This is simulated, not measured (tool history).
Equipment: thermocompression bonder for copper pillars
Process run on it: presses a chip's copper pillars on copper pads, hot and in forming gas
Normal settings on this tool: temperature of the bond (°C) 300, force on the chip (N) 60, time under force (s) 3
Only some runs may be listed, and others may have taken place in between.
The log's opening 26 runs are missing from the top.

run   hour  temperature of the bond (°C)  force on the chip (N)  time under force (s)  hours of work since the heater was calibrated  hours of work since the force cell was calibrated  hours of work since the gas filter was changed  force that shears a chip off (N)
 27  387.6                           328                     41                     6                                             39                                                725                                             152                              72.1
 28  399.6                           300                     42                     8                                             49                                                735                                             161                              62.9
 29  410.6                           286                     51                     5                                             57                                                744                                             170                              52.1
 30  419.4                           286                     51                     5                                             64                                                751                                             177                                52
 31  436.5                           286                     51                     5                                             78                                                764                                             191                              51.4
 32  446.7                           271                     44                     3                                             86                                                772                                             199                              33.8
     449.7  -- heater calibrated with a thermocouple chip, once more
 33    460                           300                     43                     3                                              8                                                781                                             208                              45.2
 34  476.6                           300                     43                     3                                             21                                                795                                             221                                45
 35  486.6                           303                     48                     4                                             29                                                803                                             229                              53.6
 36  495.9                           288                     36                     5                                             37                                                810                                             236                                43
 37  514.9                           288                     36                     5                                             52                                                825                                             252                              42.9
 38  534.3                           320                     79                     2                                             68                                                841                                             267                              61.8
 39  542.4                           306                     79                     2                                             74                                                847                                             274                              54.5

Alternative continuations, all from the tool just after run 39; predict every row:
  A  556.1                           300                     65                     3                                             85                                                858                                             285                                 ?
  B  556.1                           282                     58                     5                                             85                                                858                                             285                                 ?
  C  556.1                           311                     58                     2                                             85                                                858                                             285                                 ?
  D  556.1                           306                     46                     2                                             85                                                858                                             285                                 ?
  E  556.1                           306                     42                     2                                             85                                                858                                             285                                 ?

run  force that shears a chip off (N)
  A                              53.8
  B                              49.9
  C                              50.3
  D                              42.8
  E                              41.2
Without the tool's unlogged condition, the same runs would have read:
run  force that shears a chip off (N)
  A                              56.4
  B                              52.2
  C                              52.7
  D                              44.7
  E                              42.9
